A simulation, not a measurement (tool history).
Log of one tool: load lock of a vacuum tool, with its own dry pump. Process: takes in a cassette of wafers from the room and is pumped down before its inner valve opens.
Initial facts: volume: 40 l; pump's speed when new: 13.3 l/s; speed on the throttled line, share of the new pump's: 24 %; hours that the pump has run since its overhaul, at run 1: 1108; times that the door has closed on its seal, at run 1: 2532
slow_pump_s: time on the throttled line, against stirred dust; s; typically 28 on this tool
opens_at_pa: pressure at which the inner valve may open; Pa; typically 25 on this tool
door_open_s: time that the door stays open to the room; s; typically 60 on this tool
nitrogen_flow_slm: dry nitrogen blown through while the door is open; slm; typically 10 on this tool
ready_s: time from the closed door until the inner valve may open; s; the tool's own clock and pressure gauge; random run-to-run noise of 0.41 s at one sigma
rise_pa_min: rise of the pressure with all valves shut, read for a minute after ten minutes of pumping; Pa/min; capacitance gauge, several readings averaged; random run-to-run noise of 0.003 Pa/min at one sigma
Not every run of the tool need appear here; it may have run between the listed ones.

| run | day | slow_pump_s | opens_at_pa | door_open_s | nitrogen_flow_slm | hours that the pump has run since its overhaul | times that the door has closed on its seal | incoming humidity of the room's air, % | ready_s | rise_pa_min |
|---|---|---|---|---|---|---|---|---|---|---|
| 1 | 0 | 28 | 25 | 60 | 10 | 1108 | 2532 | 45.2 | 46.2 | 0.028 |
| 2 | 2.133 | 28 | 25 | 60 | 10 | 1159 | 2595 | 42.4 | 46.1 | 0.028 |
| 3 | 5.404 | 28 | 25 | 60 | 10 | 1238 | 2691 | 45 | 46.1 | 0.026 |
| 4 | 7.321 | 28 | 25 | 60 | 10 | 1284 | 2748 | 43.4 | 46.2 | 0.032 |
| 5 | 10.058 | 28 | 25 | 60 | 10 | 1349 | 2828 | 46.5 | 46.2 | 0.03 |
| 6 | 14.275 | 28 | 25 | 60 | 12 | 1451 | 2952 | 45 | 46.5 | 0.026 |
| 7 | 17.05 | 28 | 25 | 202 | 10 | 1517 | 3034 | 43.9 | 46.2 | 0.041 |
| 8 | 20.842 | 28 | 26 | 60 | 10 | 1608 | 3146 | 45 | 46 | 0.033 |
| 9 | 24.1 | 28 | 25 | 60 | 10 | 1686 | 3242 | 45.3 | 46.6 | 0.032 |
| 10 | 27.75 | 28 | 25 | 60 | 10 | 1774 | 3349 | 47.7 | 46.3 | 0.037 |
| 11 | 31.421 | 28 | 25 | 60 | 10 | 1862 | 3457 | 44.7 | 45.7 | 0.031 |
| 12 | 35.725 | 28 | 25 | 60 | 10 | 1965 | 3584 | 44.9 | 45.9 | 0.031 |
| 13 | 39.2 | 28 | 25 | 60 | 10 | 2049 | 3686 | 46.5 | 46.5 | 0.034 |
| 14 | 43.621 | 28 | 25 | 60 | 10 | 2155 | 3816 | 45.2 | 46.6 | 0.025 |
| 15 | 46.233 | 28 | 25 | 60 | 10 | 2218 | 3893 | 46.4 | 46.7 | 0.032 |
| 16 | 49.988 | 24 | 25 | 60 | 10 | 2308 | 4003 | 49.5 | 42.6 | 0.04 |
| 17 | 52.338 | 24 | 25 | 60 | 10 | 2364 | 4073 | 47.8 | 43.4 | 0.034 |
| 18 | 55.721 | 24 | 25 | 60 | 10 | 2445 | 4172 | 46.5 | 43.5 | 0.035 |
| 19 | 59.788 | 28 | 25 | 78 | 10 | 2543 | 4292 | 43.6 | 45.8 | 0.029 |
| 20 | 63.358 | 35 | 25 | 62 | 10 | 2629 | 4397 | 43.8 | 51.4 | 0.033 |
| 21 | 65.788 | 28 | 41 | 60 | 7 | 2687 | 4469 | 45.2 | 44 | 0.04 |
| 22 | 68.554 | 37 | 25 | 60 | 10 | 2753 | 4550 | 46.2 | 52.6 | 0.028 |
| 23 | 72.488 | 37 | 25 | 60 | 10 | 2848 | 4666 | 46.1 | 53.2 | 0.032 |
| 24 | 76.242 | 20 | 18 | 61 | 7 | 2938 | 4776 | 46.1 | 40.9 | 0.033 |
| 25 | 80.162 | 50 | 25 | 84 | 12 | 3032 | 4892 | 45.6 | 62.7 | 0.034 |
| 26 | 83.479 | 53 | 47 | 84 | 12 | 3111 | 4989 | 41.9 | 63.4 | 0.033 |
| 27 | 87.946 | 44 | 47 | 76 | 17 | 3219 | 5121 | 44 | 56.2 | 0.031 |
| 28 | 91.071 | 18 | 25 | 60 | 9 | 3294 | 5213 | 41.5 | 39 | 0.026 |
| 29 | 94.988 | 24 | 48 | 60 | 8 | 3388 | 5328 | 46.3 | 40.9 | 0.042 |
| 30 | 96.825 | 24 | 48 | 60 | 8 | 3432 | 5382 | 44.8 | 42.1 | 0.032 |
| 31 | 98.812 | 24 | 48 | 60 | 8 | 3479 | 5441 | 46.3 | 41.1 | 0.033 |
| 32 | 103.162 | 28 | 49 | 30 | 42 | 3584 | 5569 | 42.6 | 43.5 | 0.016 |
| 33 | 105.583 | 28 | 36 | 60 | 10 | 3642 | 5640 | 46.5 | 45.2 | 0.035 |
| 34 | 107.767 | 28 | 42 | 60 | 28 | 3694 | 5704 | 42.7 | 45.3 | 0.021 |
| 35 | 110.988 | 52 | 45 | 60 | 28 | 3772 | 5799 | 43 | 62.9 | 0.019 |
| 36 | 114.779 | 17 | 25 | 60 | 10 | 3863 | 5910 | 44.5 | 37.7 | 0.03 |

Forecast each of these 5 alternatives for the next run:
| A | 119.192 | 17 | 25 | 200 | 19 | 3969 | 6040 | 43.9 | ? | ? |
| B | 119.192 | 42 | 47 | 60 | 14 | 3969 | 6040 | 47.1 | ? | ? |
| C | 119.192 | 17 | 21 | 60 | 10 | 3969 | 6040 | 42.5 | ? | ? |
| D | 119.192 | 20 | 25 | 28 | 10 | 3969 | 6040 | 45.1 | ? | ? |
| E | 119.192 | 28 | 26 | 168 | 6 | 3969 | 6040 | 45.3 | ? | ? |

| run | ready_s | rise_pa_min |
|---|---|---|
| A | 37.4 | 0.027 |
| B | 55.6 | 0.031 |
| C | 38.2 | 0.032 |
| D | 40 | 0.027 |
| E | 46.4 | 0.049 |
The same runs, with their run-to-run variation unchanged, on a tool lacking any hidden condition would have given:
| run | ready_s | rise_pa_min |
|---|---|---|
| A | 37.4 | 0.027 |
| B | 55.6 | 0.031 |
| C | 38.2 | 0.032 |
| D | 40 | 0.027 |
| E | 46.4 | 0.049 |
